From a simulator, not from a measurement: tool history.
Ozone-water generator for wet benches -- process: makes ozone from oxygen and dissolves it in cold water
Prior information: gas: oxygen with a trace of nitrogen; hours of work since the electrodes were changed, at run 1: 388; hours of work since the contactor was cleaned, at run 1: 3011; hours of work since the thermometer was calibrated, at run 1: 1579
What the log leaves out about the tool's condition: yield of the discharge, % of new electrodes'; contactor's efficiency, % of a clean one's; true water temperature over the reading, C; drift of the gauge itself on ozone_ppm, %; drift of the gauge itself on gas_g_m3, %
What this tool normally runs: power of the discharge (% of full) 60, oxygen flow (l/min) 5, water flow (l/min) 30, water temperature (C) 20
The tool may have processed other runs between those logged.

run	day	power of the discharge (% of full)	oxygen flow (l/min)	water flow (l/min)	water temperature (C)	hours of work since the electrodes were changed	hours of work since the contactor was cleaned	hours of work since the thermometer was calibrated	dissolved ozone (ppm)	ozone in the gas ahead of the water (g/m3)
1	0	60	5	30	20	388	3011	1579	12.8	173.8
2	1.479	60	5	30	20	423	3045	1614	12.6	174.6
3	2.554	60	5	30	20	448	3070	1639	12.8	173
4	5.004	60	5	30	20	505	3128	1696	12.6	172.1
5	7.421	60	5	30	20	562	3184	1753	12.7	172.5
6	9.462	60	5	30	20	609	3232	1800	12.7	172.4
7	10.654	60	5	30	20	637	3260	1828	12.9	171.8
8	12.525	60	5	30	24	681	3303	1872	12.3	170.7
9	15.033	60	5	30	24	740	3362	1931	12.1	172.1
10	17.454	60	5	30	24	796	3419	1987	12.3	171.2
11	19.471	60	5	30	24	843	3466	2034	12	172.7
12	20.625	60	3.24	30	12	870	3493	2061	12	207.9
13	21.879	42	5	30	20	900	3522	2091	9.1	123.8
14	24.429	42	5	30	20	959	3582	2150	9.1	123.6
15	25.654	41	4.33	22	20	988	3610	2179	11.6	129.1
16	26.717	60	5	30	12	1013	3635	2204	13.3	169.6
17	28.021	41	3.57	31	20	1043	3666	2234	8	141.1

What if the next run were any one of these 5? Each begins from the tool's condition after run 17:
A	30.504	53	3.85	30	14	1101	3724	2292	?	?
B	30.504	91	3.57	31	20	1101	3724	2292	?	?
C	30.504	41	5.93	31	20	1101	3724	2292	?	?
D	30.504	60	5	22	22	1101	3724	2292	?	?
E	30.504	57	4.22	31	25	1101	3724	2292	?	?

run	dissolved ozone (ppm)	ozone in the gas ahead of the water (g/m3)
A	11	172.4
B	16.1	284.5
C	8.9	113.4
D	16.8	169.9
E	10.6	175.4
With the hidden condition removed and each run's random variation left untouched, the same runs would have given:
run	dissolved ozone (ppm)	ozone in the gas ahead of the water (g/m3)
A	11.6	174.1
B	17	289.2
C	9.3	114.2
D	17.5	171.8
E	11.1	177.3

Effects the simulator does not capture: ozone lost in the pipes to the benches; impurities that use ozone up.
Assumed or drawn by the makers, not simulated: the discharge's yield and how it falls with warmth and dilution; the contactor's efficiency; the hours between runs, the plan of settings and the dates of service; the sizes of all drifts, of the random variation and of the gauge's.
